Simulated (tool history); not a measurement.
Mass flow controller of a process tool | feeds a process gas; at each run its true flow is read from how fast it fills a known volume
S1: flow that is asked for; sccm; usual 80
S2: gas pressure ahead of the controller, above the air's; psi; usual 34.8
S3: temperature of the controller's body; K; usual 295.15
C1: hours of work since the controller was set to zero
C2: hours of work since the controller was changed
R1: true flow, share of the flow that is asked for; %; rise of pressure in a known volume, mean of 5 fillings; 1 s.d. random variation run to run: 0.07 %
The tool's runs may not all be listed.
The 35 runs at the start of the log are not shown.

run    hour   S1    S2      S3    C1    C2      R1
 36  2297.7   35  32.1  295.15  2070  2070  100.13
 37  2365.7   35  32.1  295.15  2117  2117  100.10
 38  2453.6  173  22.0  307.15  2177  2177  100.08
 39  2533.9   46  36.0  300.15  2232  2232   99.92
 40  2625.2   80  24.8  295.15  2295  2295   99.32
 41  2717.9   80  24.8  295.15  2359  2359   99.14
 42  2789.9   80  23.1  299.15  2408  2408   99.49
 43  2869.1   54  27.0  295.15  2463  2463   99.61
 44  2907.5   54  32.1  295.15  2489  2489   99.50
 45  2974.1  139  39.9  298.15  2535  2535   98.86
 46  3017.8  139  39.9  298.15  2565  2565   98.79
 47  3064.9   41  36.0  299.15  2598  2598  100.09
 48  3135.5   86  31.9  301.15  2646  2646   99.32

Here are 3 independent what-if runs from the current tool condition. What would each one return?
  A  3193.7  80  28.1  304.15  2686  2686   ?
  B  3193.7  35  21.3  309.15  2686  2686   ?
  C  3193.7  25  23.8  301.15  2686  2686   ?

run      R1
  A   99.65
  B  101.71
  C  102.29
What these runs would have given with no unlogged condition in the tool:
run      R1
  A   99.81
  B  100.19
  C   99.58

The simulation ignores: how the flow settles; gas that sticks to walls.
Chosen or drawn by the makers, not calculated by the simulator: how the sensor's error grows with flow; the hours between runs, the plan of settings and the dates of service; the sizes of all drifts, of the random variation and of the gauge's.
